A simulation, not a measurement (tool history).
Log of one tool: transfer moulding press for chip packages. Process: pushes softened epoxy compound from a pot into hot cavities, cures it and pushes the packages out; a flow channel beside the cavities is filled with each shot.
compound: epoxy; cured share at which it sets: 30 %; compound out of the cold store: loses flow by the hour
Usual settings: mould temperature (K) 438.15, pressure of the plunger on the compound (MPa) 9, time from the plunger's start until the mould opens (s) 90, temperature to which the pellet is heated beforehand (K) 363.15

run    hour  mould temperature (K)  pressure of the plunger on the compound (MPa)  time from the plunger's start until the mould opens (s)  temperature to which the pellet is heated beforehand (K)  incoming compound's hours out of the cold store  length that the compound runs in the flow channel (mm)  greatest force on the pins that push the packages out (N)
  1       0                 438.15                                              9                                                       90                                                    363.15                                             31.7                                                     650                                                        755
       16.8  -- cavities cleaned with cleaning compound and waxed
  2    48.3                 438.15                                              9                                                       74                                                    363.15                                             41.5                                                     620                                                        906
  3    72.6                 438.15                                              9                                                       74                                                    363.15                                             28.1                                                     657                                                       1086
       97.4  -- mould's thermocouples calibrated
      110.9  -- cavities cleaned with cleaning compound and waxed
  4   125.7                 438.15                                              9                                                       74                                                    363.15                                             46.4                                                     603                                                        863
  5   174.9                 438.15                                           9.91                                                       90                                                    363.15                                              9.5                                                     729                                                        775
      202.4  -- cavities cleaned with cleaning compound and waxed
  6   226.7                 438.15                                           9.91                                                       90                                                    363.15                                             45.2                                                     622                                                        619
  7   261.8                 438.15                                           9.91                                                       90                                                    363.15                                             12.8                                                     712                                                        757
      295.2  -- cavities cleaned with cleaning compound and waxed
  8   304.4                 438.15                                              9                                                       90                                                    354.15                                               10                                                     680                                                        621
  9   356.1                 438.15                                           8.05                                                       90                                                    363.15                                             29.4                                                     590                                                        732
        385  -- cavities cleaned with cleaning compound and waxed
      399.2  -- plunger's sealing rings changed
 10   403.7                 438.15                                           8.05                                                       90                                                    363.15                                             47.5                                                     580                                                        577
 11   445.5                 438.15                                              9                                                       90                                                    363.15                                             36.9                                                     634                                                        729
      477.2  -- cavities cleaned with cleaning compound and waxed
 12   483.5                 434.15                                              9                                                       90                                                    363.15                                              9.5                                                     720                                                        702
 13   513.9                 438.15                                              9                                                       90                                                    358.15                                             37.1                                                     628                                                        654
      566.8  -- cavities cleaned with cleaning compound and waxed
 14   568.9                 438.15                                              9                                                       90                                                    358.15                                             47.6                                                     593                                                        503
 15   603.8                 442.15                                           7.75                                                       85                                                    355.15                                             29.7                                                     585                                                        645
 16   636.1                 444.15                                              9                                                       90                                                    363.15                                             26.3                                                     626                                                        653
      659.4  -- cavities cleaned with cleaning compound and waxed
 17   660.7                 444.15                                              9                                                       90                                                    363.15                                             14.2                                                     652                                                        454
 18   713.6                 444.15                                           6.94                                                       97                                                    363.15                                             44.8                                                     506                                                        617
 19   736.4                 445.15                                           8.82                                                       90                                                    363.15                                             27.2                                                     603                                                        651
      750.4  -- cavities cleaned with cleaning compound and waxed
 20   773.2                 445.15                                           8.82                                                       90                                                    363.15                                             16.6                                                     626                                                        552
      807.7  -- plunger's sealing rings changed
 21   808.2                 445.15                                           8.39                                                       90                                                    365.15                                             20.2                                                     640                                                        641
      834.8  -- mould's thermocouples calibrated
      845.9  -- cavities cleaned with cleaning compound and waxed
 22   850.5                 435.15                                           8.39                                                       90                                                    365.15                                             37.1                                                     620                                                        621
 23   895.6                 439.15                                           9.44                                                      108                                                    360.15                                               27                                                     669                                                        597
 24     919                 439.15                                           9.44                                                      108                                                    360.15                                             32.7                                                     652                                                        679
      935.2  -- cavities cleaned with cleaning compound and waxed
 25   973.7                 439.15                                           9.44                                                      108                                                    360.15                                             26.4                                                     666                                                        587
 26   997.7                 436.15                                           9.44                                                      125                                                    360.15                                             14.4                                                     706                                                        624
     1025.1  -- cavities cleaned with cleaning compound and waxed
 27  1049.6                 436.15                                           9.44                                                       84                                                    360.15                                             21.7                                                     677                                                        830

4 ways to go on from here, each from the tool as it stands after run 27. What would each give?
  A  1088.2                 443.15                                          10.52                                                       90                                                    356.15                                             46.4                                                       ?                                                          ?
  B  1088.2                 434.15                                          10.33                                                       90                                                    366.15                                             37.5                                                       ?                                                          ?
  C  1088.2                 431.15                                           6.92                                                       80                                                    360.15                                             30.2                                                       ?                                                          ?
  D  1088.2                 437.15                                           6.81                                                       84                                                    365.15                                             12.8                                                       ?                                                          ?

run  length that the compound runs in the flow channel (mm)  greatest force on the pins that push the packages out (N)
  A                                                     632                                                        660
  B                                                     664                                                        876
  C                                                     564                                                       1377
  D                                                     587                                                        920
Without the tool's hidden state the same runs would have given:
run  length that the compound runs in the flow channel (mm)  greatest force on the pins that push the packages out (N)
  A                                                     663                                                        457
  B                                                     697                                                        622
  C                                                     592                                                        983
  D                                                     616                                                        654

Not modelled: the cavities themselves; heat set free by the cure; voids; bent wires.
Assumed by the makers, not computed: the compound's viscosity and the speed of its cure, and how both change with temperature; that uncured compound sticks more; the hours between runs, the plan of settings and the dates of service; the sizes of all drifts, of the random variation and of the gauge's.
